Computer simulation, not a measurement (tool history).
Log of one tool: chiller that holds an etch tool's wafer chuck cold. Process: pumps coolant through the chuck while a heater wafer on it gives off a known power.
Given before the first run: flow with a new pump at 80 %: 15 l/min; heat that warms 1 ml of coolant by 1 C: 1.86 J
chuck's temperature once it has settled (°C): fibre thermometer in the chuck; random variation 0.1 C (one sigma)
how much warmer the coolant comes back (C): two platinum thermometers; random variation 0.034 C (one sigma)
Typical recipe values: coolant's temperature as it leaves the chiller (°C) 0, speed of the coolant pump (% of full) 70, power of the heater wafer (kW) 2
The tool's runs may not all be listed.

| run | hour | coolant's temperature as it leaves the chiller (°C) | speed of the coolant pump (% of full) | power of the heater wafer (kW) | chuck's temperature once it has settled (°C) | how much warmer the coolant comes back (C) |
|---|---|---|---|---|---|---|
| 1 | 0 | 0 | 70 | 2 | 17.9 | 5.52 |
| 2 | 78.9 | 0 | 70 | 2 | 18.1 | 5.52 |
| 3 | 200.4 | 0 | 70 | 2 | 18.1 | 5.6 |
| 4 | 324.5 | -6 | 70 | 2 | 12.4 | 5.62 |
| 5 | 493.3 | -6 | 70 | 2 | 12.8 | 5.6 |
|  | 558 | coolant changed, channels flushed |
| 6 | 608.2 | -6 | 70 | 2 | 10.5 | 5.69 |
| 7 | 747.7 | 0 | 70 | 2 | 16.5 | 5.65 |
| 8 | 855.5 | 0 | 70 | 2 | 16.9 | 5.67 |
|  | 971.1 | chiller's thermometer calibrated |
| 9 | 1004 | 0 | 95 | 2 | 12.3 | 4.14 |
| 10 | 1145.7 | 0 | 70 | 2 | 16.2 | 5.73 |
| 11 | 1272.1 | 0 | 70 | 2.172 | 17.7 | 6.27 |
| 12 | 1366.1 | 0 | 70 | 2 | 16.4 | 5.8 |
| 13 | 1525.8 | 0 | 70 | 2 | 16.4 | 5.84 |
| 14 | 1657.8 | 0 | 70 | 2 | 16.7 | 5.86 |
| 15 | 1801.5 | 0 | 70 | 2 | 16.8 | 5.92 |
| 16 | 1903.5 | 0 | 70 | 2 | 17.1 | 5.95 |
| 17 | 2026.3 | 0 | 70 | 2 | 17.3 | 5.94 |
| 18 | 2159.2 | 5 | 75 | 2 | 21.2 | 5.57 |
| 19 | 2272.1 | -4 | 75 | 1.397 | 7.7 | 3.9 |
| 20 | 2425.9 | -4 | 75 | 1.397 | 7.6 | 3.88 |
|  | 2460.1 | coolant pump overhauled |
| 21 | 2528.5 | -4 | 75 | 1.397 | 6.2 | 3.34 |
| 22 | 2657.6 | -4 | 75 | 1.397 | 6.5 | 3.27 |
| 23 | 2745.5 | -7 | 62 | 1.59 | 6.9 | 4.58 |
| 24 | 2826.7 | -2 | 62 | 1.59 | 11.9 | 4.57 |
| 25 | 2913.3 | -2 | 90 | 1.59 | 8.2 | 3.04 |
| 26 | 3050.7 | -6 | 63 | 2.579 | 16.5 | 7.4 |
| 27 | 3137.9 | 0 | 94 | 2.067 | 13.2 | 3.89 |
| 28 | 3240.4 | -5 | 63 | 1.053 | 4.7 | 3.07 |
| 29 | 3351.2 | 2 | 70 | 2.947 | 25.9 | 7.64 |
| 30 | 3456.5 | -6 | 82 | 1.305 | 3.7 | 2.86 |
| 31 | 3572.1 | 0 | 65 | 2 | 17.8 | 5.64 |
| 32 | 3642.8 | 0 | 65 | 2 | 17.9 | 5.66 |
| 33 | 3789.3 | -10 | 70 | 2 | 7.1 | 5.2 |

Forecast each of these 3 alternatives for the next run:
| A | 3944 | -7 | 70 | 2.658 | ? | ? |
| B | 3944 | 0 | 70 | 2.132 | ? | ? |
| C | 3944 | -7 | 99 | 2 | ? | ? |

| run | chuck's temperature once it has settled (°C) | how much warmer the coolant comes back (C) |
|---|---|---|
| A | 15.5 | 7 |
| B | 18 | 5.63 |
| C | 5.7 | 3.58 |
Had the tool no hidden state, the same runs would have come out as:
| run | chuck's temperature once it has settled (°C) | how much warmer the coolant comes back (C) |
|---|---|---|
| A | 11.9 | 6.62 |
| B | 15 | 5.33 |
| C | 3.3 | 3.38 |

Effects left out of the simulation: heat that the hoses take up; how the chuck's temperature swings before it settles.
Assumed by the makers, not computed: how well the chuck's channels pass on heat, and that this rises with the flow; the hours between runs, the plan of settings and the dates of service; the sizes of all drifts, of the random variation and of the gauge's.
